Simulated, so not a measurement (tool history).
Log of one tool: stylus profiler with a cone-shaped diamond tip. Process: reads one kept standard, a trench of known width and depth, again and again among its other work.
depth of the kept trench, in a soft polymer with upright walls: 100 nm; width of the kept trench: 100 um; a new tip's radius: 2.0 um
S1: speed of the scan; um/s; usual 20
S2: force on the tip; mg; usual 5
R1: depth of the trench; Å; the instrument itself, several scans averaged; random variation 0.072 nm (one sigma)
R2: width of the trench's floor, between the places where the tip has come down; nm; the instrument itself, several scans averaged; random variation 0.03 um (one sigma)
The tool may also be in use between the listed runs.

run,hour,S1,S2,R1,R2
1,0,20,5,1020.2,98650
2,86.5,20,5,1020.4,98690
3,162.6,20,5,1018.7,98710
4,204.8,20,5,1020.7,98700
5,273.9,20,5,1020.9,98700
6,334,20,5,1020.6,98740
7,420.5,20,5,1019.2,98670
8,467.4,20,5,1020.5,98620
9,517.8,20,1.81,1010.7,98630
10,569.6,20,9.71,1032.1,98740
# hour 579.2: height scale calibrated on a step standard
11,619.3,19,9.71,1031.3,98760
12,672.1,62,5,1019.9,98500
13,736,20,5,1020.4,98730
14,794.4,20,14.02,1040.5,98660
15,838.1,20,14.02,1040,98710
16,898.2,20,14.02,1040.7,98780
17,978,20,14.02,1040.2,98710
18,1046.3,20,4.17,1017.6,98660
19,1101.5,20,4.17,1018.1,98660
20,1174.4,20,4.17,1017.7,98610
21,1271.7,60,10.27,1033.8,98590
22,1332.5,33,11.58,1035.3,98700
23,1431,33,11.58,1036,98630
24,1508.4,33,11.58,1036,98720
25,1552,8,5.47,1020.6,98740
26,1626.1,41,13.02,1037.7,98670
27,1686.5,41,13.02,1037.7,98620
28,1754.1,41,13.02,1039.5,98670
29,1841.9,41,13.02,1038,98680
30,1912.9,30,13.02,1038.3,98720
31,1983.8,30,8.69,1029.5,98700
32,2041.9,30,8.69,1028.9,98660
33,2110.2,30,8.69,1030.1,98660
34,2151.6,30,8.69,1030.4,98650
35,2244.2,30,8.69,1031,98590
36,2291.3,18,1.89,1009.5,98600
37,2360.4,9,2.94,1014.4,98720
38,2416,9,12.16,1035.7,98720
39,2511,9,12.16,1037.9,98740

5 ways to go on from here, each from the tool as it stands after run 39. What would each give?
A,2569.7,17,12.16,?,?
B,2569.7,68,2.36,?,?
C,2569.7,42,2.66,?,?
D,2569.7,31,10.75,?,?
E,2569.7,6,6.22,?,?

run,R1,R2
A,1037.2,98710
B,1011.1,98440
C,1013.8,98580
D,1033,98670
E,1022.7,98700
Without the tool's hidden state the same runs would have given:
run,R1,R2
A,1037.1,98730
B,1010.9,98460
C,1013.6,98600
D,1032.9,98690
E,1022.6,98720

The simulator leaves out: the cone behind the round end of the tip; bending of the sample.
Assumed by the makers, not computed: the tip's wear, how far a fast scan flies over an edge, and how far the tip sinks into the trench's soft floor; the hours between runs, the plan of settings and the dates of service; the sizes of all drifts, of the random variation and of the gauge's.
